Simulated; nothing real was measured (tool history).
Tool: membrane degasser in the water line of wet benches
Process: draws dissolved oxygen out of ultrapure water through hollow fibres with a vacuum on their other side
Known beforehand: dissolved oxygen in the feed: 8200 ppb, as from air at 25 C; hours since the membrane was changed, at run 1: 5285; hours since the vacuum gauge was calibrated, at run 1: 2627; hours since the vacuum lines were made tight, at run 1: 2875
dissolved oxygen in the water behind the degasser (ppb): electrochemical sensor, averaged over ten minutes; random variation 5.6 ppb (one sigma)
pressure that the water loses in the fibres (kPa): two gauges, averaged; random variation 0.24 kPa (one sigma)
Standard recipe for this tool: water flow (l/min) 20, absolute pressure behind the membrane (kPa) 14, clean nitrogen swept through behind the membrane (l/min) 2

run    hour  water flow (l/min)  absolute pressure behind the membrane (kPa)  clean nitrogen swept through behind the membrane (l/min)  hours since the membrane was changed  hours since the vacuum gauge was calibrated  hours since the vacuum lines were made tight  dissolved oxygen in the water behind the degasser (ppb)  pressure that the water loses in the fibres (kPa)
  1       0                  20                                           14                                                         2                                  5285                                         2627                                          2875                                                    552.6                                               63.5
  2   102.8                  20                                           14                                                         2                                  5388                                         2730                                          2978                                                    556.6                                              62.92
  3   235.4                  20                                           14                                                         2                                  5521                                         2863                                          3110                                                    553.9                                              63.22
  4   385.7                  30                                           14                                                         2                                  5671                                         3013                                          3260                                                    956.6                                              94.96
  5   585.9                  20                                           14                                                         2                                  5871                                         3213                                          3461                                                    564.6                                              63.22
  6   726.1                  20                                          9.1                                                         2                                  6011                                         3353                                          3601                                                    460.3                                              62.98
      845.9  -- vacuum gauge calibrated
  7   865.9                  28                                          9.1                                                      0.89                                  6151                                           20                                          3740                                                    923.9                                              88.05
  8  1051.5                  19                                         11.1                                                      2.76                                  6336                                          206                                          3926                                                      423                                              59.27
  9  1139.6                  29                                         10.3                                                      1.55                                  6424                                          294                                          4014                                                    879.3                                              91.49
 10  1296.2                  12                                           14                                                      4.86                                  6581                                          450                                          4170                                                    171.8                                              37.56
 11  1410.9                  27                                         20.1                                                      2.91                                  6696                                          565                                          4285                                                    862.4                                               84.8

Predict each of these 5 candidate next runs independently; none follows another, all start after run 11:
  A  1618.1                  21                                         20.1                                                      2.91                                  6903                                          772                                          4492                                                        ?                                                  ?
  B  1618.1                  31                                           14                                                         2                                  6903                                          772                                          4492                                                        ?                                                  ?
  C  1618.1                  30                                         20.1                                                      0.86                                  6903                                          772                                          4492                                                        ?                                                  ?
  D  1618.1                  20                                           14                                                      2.05                                  6903                                          772                                          4492                                                        ?                                                  ?
  E  1618.1                  27                                         20.5                                                      2.91                                  6903                                          772                                          4492                                                        ?                                                  ?

run  dissolved oxygen in the water behind the degasser (ppb)  pressure that the water loses in the fibres (kPa)
  A                                                    625.5                                              65.47
  B                                                   1001.8                                              97.38
  C                                                   1591.1                                              93.72
  D                                                    553.4                                              62.27
  E                                                    879.3                                              84.56
Without the tool's hidden state the same runs would have given:
run  dissolved oxygen in the water behind the degasser (ppb)  pressure that the water loses in the fibres (kPa)
  A                                                    623.8                                              66.34
  B                                                    999.5                                              98.67
  C                                                   1589.1                                              94.96
  D                                                    551.9                                              63.09
  E                                                    877.2                                              85.67
